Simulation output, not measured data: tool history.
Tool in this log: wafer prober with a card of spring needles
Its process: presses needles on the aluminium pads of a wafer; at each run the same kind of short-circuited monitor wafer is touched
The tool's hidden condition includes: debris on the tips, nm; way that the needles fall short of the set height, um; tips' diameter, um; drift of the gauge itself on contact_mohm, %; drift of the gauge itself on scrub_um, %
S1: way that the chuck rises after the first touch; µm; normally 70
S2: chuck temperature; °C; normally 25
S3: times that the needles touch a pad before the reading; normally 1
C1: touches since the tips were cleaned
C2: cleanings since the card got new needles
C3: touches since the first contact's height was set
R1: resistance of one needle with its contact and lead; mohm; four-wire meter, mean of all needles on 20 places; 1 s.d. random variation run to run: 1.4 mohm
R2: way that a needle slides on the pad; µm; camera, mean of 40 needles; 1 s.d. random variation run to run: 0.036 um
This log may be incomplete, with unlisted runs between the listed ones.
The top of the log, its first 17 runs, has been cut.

At hour 161.2: tips cleaned on abrasive film.
Run 18, hour 161.2: usual settings but S1 78 µm, S2 46 °C, S3 3; C1 0; C2 14; C3 73345. Result: R1 127 mohm, R2 10.21 µm.
Run 19, hour 169.6: usual settings but S1 78 µm, S2 46 °C, S3 3; C1 1944; C2 14; C3 75289. Result: R1 129 mohm, R2 10.19 µm.
Run 20, hour 177.1: usual settings but S3 2; C1 3693; C2 14; C3 77038. Result: R1 126 mohm, R2 9.18 µm.
At hour 183.4: tips cleaned on abrasive film.
Run 21, hour 183.4: usual settings but S2 114 °C; C1 0; C2 15; C3 78464. Result: R1 141 mohm, R2 9.19 µm.
Run 22, hour 197.3: usual settings but S1 52 µm, S2 28 °C, S3 2; C1 3211; C2 15; C3 81675. Result: R1 131 mohm, R2 6.85 µm.
At hour 205.3: tips cleaned on abrasive film.
Run 23, hour 208.5: usual settings but S2 49 °C; C1 721; C2 16; C3 84240. Result: R1 131 mohm, R2 9.32 µm.
Run 24, hour 218.7: usual settings but S1 67 µm, S2 52 °C; C1 3104; C2 16; C3 86623. Result: R1 132 mohm, R2 8.85 µm.
Run 25, hour 224.3: usual settings but S1 67 µm, S2 26 °C, S3 2; C1 4399; C2 16; C3 87918. Result: R1 128 mohm, R2 8.88 µm.
At hour 227.7: tips cleaned on abrasive film.
Run 26, hour 231.8: usual settings but S1 74 µm, S2 52 °C, S3 2; C1 954; C2 17; C3 89617. Result: R1 127 mohm, R2 9.78 µm.
Run 27, hour 244.1: usual settings but S2 102 °C; C1 3799; C2 17; C3 92462. Result: R1 135 mohm, R2 9.23 µm.
At hour 250.5: tips cleaned on abrasive film.
Run 28, hour 251.3: usual settings but S1 83 µm, S2 88 °C; C1 186; C2 18; C3 94110. Result: R1 132 mohm, R2 11.07 µm.
Run 29, hour 258.4: usual settings but S2 113 °C, S3 2; C1 1827; C2 18; C3 95751. Result: R1 139 mohm, R2 9.34 µm.
Run 30, hour 266.3: usual settings but S2 113 °C, S3 2; C1 3655; C2 18; C3 97579. Result: R1 138 mohm, R2 9.37 µm.
At hour 273.1: tips cleaned on abrasive film.
Run 31, hour 276: usual settings but S2 97 °C, S3 2; C1 661; C2 19; C3 99799. Result: R1 139 mohm, R2 9.33 µm.
Run 32, hour 286.6: usual settings but S2 56 °C; C1 3131; C2 19; C3 102269. Result: R1 130 mohm, R2 9.33 µm.
At hour 296.1: tips cleaned on abrasive film.
Run 33, hour 299.3: usual settings but S1 87 µm, S2 26 °C, S3 3; C1 729; C2 20; C3 105166. Result: R1 123 mohm, R2 11.67 µm.

3 options for the next run, each taken on its own from the tool as it stands now. Forecast them:
Run A, hour 308.1: usual settings but S2 45 °C; C1 2768; C2 20; C3 107205. Result: R1 ?, R2 ?.
Run B, hour 308.1: usual settings but S1 67 µm, S2 46 °C, S3 2; C1 2768; C2 20; C3 107205. Result: R1 ?, R2 ?.
Run C, hour 308.1: usual settings but S1 62 µm, S2 40 °C; C1 2768; C2 20; C3 107205. Result: R1 ?, R2 ?.

run   R1    R2
  A  127  9.39
  B  130     9
  C  131  8.34
Stripped of hidden state, with their random variation kept, the same runs would have yielded:
run   R1    R2
  A  127  9.09
  B  130  8.71
  C  131  8.08
